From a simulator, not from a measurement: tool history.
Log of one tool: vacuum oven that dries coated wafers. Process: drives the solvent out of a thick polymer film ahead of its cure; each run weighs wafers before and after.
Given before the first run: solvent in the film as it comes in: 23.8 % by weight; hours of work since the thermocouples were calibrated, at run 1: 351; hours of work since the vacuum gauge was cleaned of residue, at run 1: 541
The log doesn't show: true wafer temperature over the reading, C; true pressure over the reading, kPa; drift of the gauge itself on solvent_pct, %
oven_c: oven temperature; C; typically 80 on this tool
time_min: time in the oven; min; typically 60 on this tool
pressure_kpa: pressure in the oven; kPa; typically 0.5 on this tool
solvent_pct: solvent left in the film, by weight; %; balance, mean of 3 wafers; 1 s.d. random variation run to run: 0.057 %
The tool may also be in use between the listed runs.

run	hour	oven_c	time_min	pressure_kpa	hours of work since the thermocouples were calibrated	hours of work since the vacuum gauge was cleaned of residue	solvent_pct
1	0	80	60	0.5	351	541	3.03
2	22.5	80	60	0.5	369	559	2.91
3	42	80	60	0.5	384	574	3.02
4	68	80	60	0.5	405	594	2.97
5	86.6	80	60	0.919	420	609	3.23
6	102	80	59	0.5	432	621	3.18
7	132	80	59	0.5	455	645	3.14
8	147.3	83	60	0.5	468	657	2.04
9	166	83	60	1.351	482	672	2.46
10	197.8	80	60	0.553	507	697	3.24
11	217.2	80	60	0.553	523	712	3.17
12	232.5	80	60	1.998	535	725	4.05
13	261.7	80	60	1.998	558	748	4.29
14	290	80	60	0.74	580	770	3.39
15	313.2	80	60	0.74	599	788	3.37
16	345.9	80	46	0.5	625	814	4.74
17	361.7	80	52	0.5	637	827	3.96
18	377.7	91	52	0.781	650	839	0.87
19	394.5	75	42	0.904	663	853	8.17
20	419.7	75	42	0.904	683	873	8.24
21	437.5	75	42	0.904	697	887	8.27
22	459.1	80	42	0.904	714	904	5.53
23	492.1	80	42	0.904	740	930	5.55
24	528.7	80	42	0.904	769	959	5.61
25	547.8	72	51	1.24	784	974	9.04
26	572.5	72	51	1.24	804	993	9.24
27	600.6	67	75	0.584	826	1016	8.82

Predict each of these 3 candidate next runs independently; none follows another, all start after run 27:
A	618.5	88	75	0.664	840	1030	?
B	618.5	80	68	0.5	840	1030	?
C	618.5	70	72	0.5	840	1030	?

run	solvent_pct
A	0.78
B	2.65
C	7.28
The same runs, with their run-to-run variation unchanged, on a tool lacking any hidden condition would have given:
run	solvent_pct
A	0.53
B	2.11
C	6.47
